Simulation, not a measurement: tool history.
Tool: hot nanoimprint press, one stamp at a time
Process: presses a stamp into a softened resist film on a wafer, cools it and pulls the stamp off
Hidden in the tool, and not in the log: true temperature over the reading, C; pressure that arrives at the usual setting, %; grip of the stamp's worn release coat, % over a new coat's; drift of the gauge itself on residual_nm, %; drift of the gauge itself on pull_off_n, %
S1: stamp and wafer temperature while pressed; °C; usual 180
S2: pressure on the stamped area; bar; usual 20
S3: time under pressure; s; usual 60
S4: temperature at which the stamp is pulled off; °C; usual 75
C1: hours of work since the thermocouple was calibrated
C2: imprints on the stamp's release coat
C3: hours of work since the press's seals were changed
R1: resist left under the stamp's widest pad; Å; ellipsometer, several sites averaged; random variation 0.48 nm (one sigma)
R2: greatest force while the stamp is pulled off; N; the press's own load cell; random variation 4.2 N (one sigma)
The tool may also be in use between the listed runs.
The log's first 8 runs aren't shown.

| run | hour | S1 | S2 | S3 | S4 | C1 | C2 | C3 | R1 | R2 |
|---|---|---|---|---|---|---|---|---|---|---|
| 9 | 96.8 | 180 | 20 | 30 | 75 | 438 | 2230 | 438 | 1519 | 333 |
| 10 | 111.2 | 180 | 20 | 30 | 75 | 448 | 2303 | 448 | 1515 | 337 |
| 11 | 122.1 | 180 | 20 | 30 | 75 | 456 | 2359 | 456 | 1522 | 339 |
| 12 | 134.9 | 180 | 20 | 30 | 75 | 464 | 2424 | 464 | 1518 | 350 |
|  | 146.4 | stamp cleaned and given a new release coat |
| 13 | 155 | 180 | 20 | 30 | 75 | 474 | 45 | 474 | 1515 | 206 |
| 14 | 171.8 | 180 | 20 | 30 | 75 | 485 | 130 | 485 | 1510 | 206 |
| 15 | 187.9 | 180 | 20 | 60 | 70 | 496 | 213 | 496 | 1187 | 241 |
| 16 | 199.6 | 178 | 28.3 | 60 | 62 | 504 | 273 | 504 | 1145 | 301 |
| 17 | 216.3 | 178 | 28.3 | 60 | 67 | 516 | 358 | 516 | 1148 | 271 |
|  | 241.3 | press's hydraulic seals changed and the load cell set to zero |
| 18 | 241.6 | 178 | 28.3 | 60 | 67 | 528 | 446 | 0 | 1130 | 278 |
| 19 | 252.6 | 178 | 28.3 | 60 | 67 | 535 | 502 | 8 | 1128 | 278 |
|  | 257.3 | plate thermocouple calibrated |
| 20 | 264.7 | 173 | 18.3 | 60 | 61 | 5 | 549 | 14 | 1781 | 338 |
| 21 | 276.8 | 180 | 20 | 35 | 75 | 13 | 611 | 22 | 1497 | 244 |
| 22 | 290.2 | 185 | 26.4 | 77 | 76 | 22 | 680 | 31 | 744 | 233 |
| 23 | 306.6 | 189 | 20 | 60 | 64 | 34 | 764 | 43 | 748 | 332 |
| 24 | 318.6 | 180 | 13.9 | 77 | 75 | 42 | 825 | 51 | 1296 | 249 |
| 25 | 327.5 | 180 | 20.8 | 57 | 75 | 48 | 870 | 57 | 1240 | 255 |
| 26 | 336.7 | 180 | 25.1 | 60 | 65 | 54 | 918 | 63 | 1120 | 332 |
| 27 | 354.5 | 180 | 29 | 114 | 65 | 66 | 1008 | 75 | 815 | 334 |
| 28 | 362.8 | 184 | 29 | 114 | 70 | 72 | 1051 | 81 | 627 | 295 |
| 29 | 379.5 | 180 | 20 | 60 | 68 | 84 | 1136 | 92 | 1232 | 318 |
| 30 | 386.9 | 171 | 15.8 | 109 | 62 | 89 | 1174 | 97 | 1722 | 378 |

Forecast each of these 4 alternatives for the next run:
| A | 403.4 | 180 | 13.8 | 120 | 75 | 100 | 1259 | 109 | ? | ? |
| B | 403.4 | 185 | 31.1 | 109 | 82 | 100 | 1259 | 109 | ? | ? |
| C | 403.4 | 171 | 15.8 | 32 | 74 | 100 | 1259 | 109 | ? | ? |
| D | 403.4 | 171 | 15.8 | 109 | 83 | 100 | 1259 | 109 | ? | ? |

| run | R1 | R2 |
|---|---|---|
| A | 1097 | 268 |
| B | 581 | 222 |
| C | 2154 | 281 |
| D | 1701 | 218 |
Without the tool's hidden state the same runs would have given:
| run | R1 | R2 |
|---|---|---|
| A | 1126 | 198 |
| B | 595 | 165 |
| C | 2174 | 207 |
| D | 1735 | 162 |

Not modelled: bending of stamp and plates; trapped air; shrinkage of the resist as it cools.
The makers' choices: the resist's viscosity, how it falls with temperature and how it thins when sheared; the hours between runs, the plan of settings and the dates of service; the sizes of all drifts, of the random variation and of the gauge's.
